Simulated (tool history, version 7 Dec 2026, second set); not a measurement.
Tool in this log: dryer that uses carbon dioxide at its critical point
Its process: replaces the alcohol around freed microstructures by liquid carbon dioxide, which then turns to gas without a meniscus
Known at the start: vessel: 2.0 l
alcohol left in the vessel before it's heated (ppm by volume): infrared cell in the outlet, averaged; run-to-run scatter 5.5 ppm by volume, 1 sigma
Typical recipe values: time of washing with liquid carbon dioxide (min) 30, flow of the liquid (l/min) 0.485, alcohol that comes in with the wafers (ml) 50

run    hour  time of washing with liquid carbon dioxide (min)  flow of the liquid (l/min)  alcohol that comes in with the wafers (ml)  alcohol left in the vessel before it's heated (ppm by volume)
  1     0.0                                                30                       0.485                                          50                                                            169
  2    32.2                                                30                       0.485                                         110                                                            377
  3    63.1                                                30                       0.485                                          50                                                            176
  4   100.9                                                30                       0.485                                          50                                                            177
  5   139.4                                                30                       0.485                                          50                                                            182
  6   170.3                                                46                       0.485                                          50                                                             26
  7   201.5                                                46                       0.485                                          50                                                             28
  8   218.1                                                46                       0.485                                          50                                                             40
  9   253.1                                                42                       0.485                                          50                                                             39
 10   273.7                                                39                       0.485                                          50                                                             64
 11   307.8                                                39                       0.485                                          50                                                             69
 12   332.9                                                30                       0.485                                          50                                                            195
 13   355.2                                                30                       0.485                                          50                                                            194
 14   387.8                                                30                       0.485                                          67                                                            257
 15   411.0                                                30                       0.485                                          67                                                            262
 16   434.6                                                30                       0.485                                          67                                                            261
 17   469.7                                                30                       0.485                                          50                                                            205
 18   495.9                                                30                       0.485                                          50                                                            211
 19   531.3                                                30                       0.485                                          50                                                            211
 20   549.8                                                30                       0.485                                          50                                                            214
 21   572.3                                                30                       0.485                                          50                                                            223
 22   589.9                                                30                       0.485                                          50                                                            226
 23   620.1                                                36                       0.485                                          30                                                             83
 24   658.4                                                36                       0.485                                          30                                                             86
 25   675.9                                                29                       0.379                                          23                                                            316
 26   714.8                                                29                       0.379                                          23                                                            309
 27   735.6                                                30                       0.706                                          89                                                             97
 28   765.8                                                37                       0.485                                          21                                                             76
 29   789.0                                                19                       0.485                                          21                                                            509
 30   810.6                                                30                       0.485                                          21                                                            132
 31   832.3                                                30                       0.485                                          21                                                            137
 32   866.4                                                30                       0.485                                          21                                                            146
 33   894.1                                                30                       0.485                                          29                                                            157
 34   929.5                                                35                       0.413                                          62                                                            288
 35   956.0                                                35                       0.413                                          62                                                            292
 36   990.5                                                48                       0.381                                          23                                                             90
 37  1017.6                                                30                       0.485                                          31                                                            178
 38  1038.5                                                22                       0.354                                          43                                                           1500
 39  1055.6                                                33                       0.451                                         115                                                            449
 40  1075.9                                                30                       0.493                                          50                                                            252
 41  1104.4                                                30                       0.493                                          50                                                            240
 42  1122.8                                                30                       0.316                                          22                                                            491
 43  1157.0                                                30                       0.485                                          59                                                            309

Predict each of these 4 candidate next runs independently; none follows another, all start after run 43:
  A  1174.4                                                27                       0.704                                          25                                                              ?
  B  1174.4                                                46                       0.485                                          59                                                              ?
  C  1174.4                                                25                       0.358                                          39                                                              ?
  D  1174.4                                                24                       0.673                                          50                                                              ?

run  alcohol left in the vessel before it's heated (ppm by volume)
  A                                                             95
  B                                                             92
  C                                                           1008
  D                                                            197
Had the tool no hidden state, the same runs would have come out as:
run  alcohol left in the vessel before it's heated (ppm by volume)
  A                                                             19
  B                                                             17
  C                                                            813
  D                                                             99
